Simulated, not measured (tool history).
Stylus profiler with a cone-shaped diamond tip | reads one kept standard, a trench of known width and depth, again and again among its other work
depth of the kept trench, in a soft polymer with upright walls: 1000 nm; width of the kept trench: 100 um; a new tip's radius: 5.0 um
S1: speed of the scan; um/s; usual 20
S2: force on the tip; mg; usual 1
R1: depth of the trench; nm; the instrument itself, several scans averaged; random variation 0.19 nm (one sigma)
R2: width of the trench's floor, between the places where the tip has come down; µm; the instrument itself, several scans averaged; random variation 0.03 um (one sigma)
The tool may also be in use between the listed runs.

run 1 hour=0 | S1=20 S2=1 | R1=1003.58 R2=93.82
run 2 hour=19 | S1=20 S2=1 | R1=1003.52 R2=93.75
run 3 hour=38 | S1=20 S2=1 | R1=1003.45 R2=93.79
run 4 hour=60.3 | S1=20 S2=1 | R1=1003.73 R2=93.84
run 5 hour=84.4 | S1=20 S2=1 | R1=1003.41 R2=93.86
run 6 hour=113.4 | S1=20 S2=1 | R1=1003.56 R2=93.77
run 7 hour=144 | S1=20 S2=0.58 | R1=1002.55 R2=93.78
run 8 hour=160 | S1=20 S2=1 | R1=1003.45 R2=93.9
run 9 hour=187 | S1=20 S2=0.73 | R1=1002.55 R2=93.77
run 10 hour=217.4 | S1=20 S2=1 | R1=1003.51 R2=93.82
run 11 hour=231.3 | S1=20 S2=1.22 | R1=1004.28 R2=93.8
run 12 hour=249.7 | S1=20 S2=0.74 | R1=1002.77 R2=93.75
run 13 hour=264.9 | S1=20 S2=0.74 | R1=1003.14 R2=93.77
run 14 hour=288.8 | S1=20 S2=1 | R1=1003.48 R2=93.79
run 15 hour=314.1 | S1=20 S2=1 | R1=1003.23 R2=93.84
run 16 hour=342.9 | S1=18 S2=1 | R1=1003.2 R2=93.85
run 17 hour=363.9 | S1=18 S2=1 | R1=1003.74 R2=93.85
run 18 hour=392.7 | S1=20 S2=2.98 | R1=1006.97 R2=93.86
run 19 hour=423.9 | S1=20 S2=2.98 | R1=1006.98 R2=93.84
run 20 hour=447.1 | S1=58 S2=0.36 | R1=1001.49 R2=93.14
run 21 hour=465 | S1=9 S2=0.65 | R1=1002.67 R2=93.92
run 22 hour=492.1 | S1=9 S2=1.68 | R1=1005.03 R2=93.95
run 23 hour=521 | S1=26 S2=1.86 | R1=1005.42 R2=93.78
run 24 hour=535.5 | S1=11 S2=1.94 | R1=1005.33 R2=93.89
run 25 hour=552.4 | S1=11 S2=1.74 | R1=1005.06 R2=93.87
run 26 hour=583.8 | S1=20 S2=0.55 | R1=1002.38 R2=93.72
run 27 hour=615.8 | S1=6 S2=1.23 | R1=1003.94 R2=93.94
run 28 hour=630.5 | S1=6 S2=1.23 | R1=1004.15 R2=93.87
run 29 hour=653.6 | S1=68 S2=0.36 | R1=1001.65 R2=93.07
run 30 hour=682.6 | S1=68 S2=0.36 | R1=1001.83 R2=92.97
run 31 hour=714.2 | S1=68 S2=0.36 | R1=1001.46 R2=92.94
run 32 hour=730.6 | S1=6 S2=1.5 | R1=1004.7 R2=93.94
run 33 hour=756 | S1=24 S2=0.58 | R1=1002.28 R2=93.71
-- hour=767.1 height scale calibrated on a step standard
run 34 hour=771.7 | S1=24 S2=0.58 | R1=1002.66 R2=93.7
run 35 hour=791.3 | S1=23 S2=0.58 | R1=1002.33 R2=93.77
run 36 hour=816.5 | S1=14 S2=0.89 | R1=1003 R2=93.84
run 37 hour=836.8 | S1=14 S2=0.89 | R1=1003.47 R2=93.84
run 38 hour=852.8 | S1=20 S2=0.95 | R1=1003.17 R2=93.8

4 ways to go on from here, each from the tool as it stands after run 38. What would each give?
run A hour=883 | S1=5 S2=1.14 | R1=? R2=?
run B hour=883 | S1=19 S2=0.47 | R1=? R2=?
run C hour=883 | S1=13 S2=1.55 | R1=? R2=?
run D hour=883 | S1=20 S2=1.67 | R1=? R2=?

run=A R1=1003.55 R2=93.96
run=B R1=1002.23 R2=93.74
run=C R1=1004.41 R2=93.89
run=D R1=1004.71 R2=93.8
Without the tool's hidden state the same runs would have given:
run=A R1=1003.55 R2=93.97
run=B R1=1002.23 R2=93.75
run=C R1=1004.4 R2=93.9
run=D R1=1004.71 R2=93.81
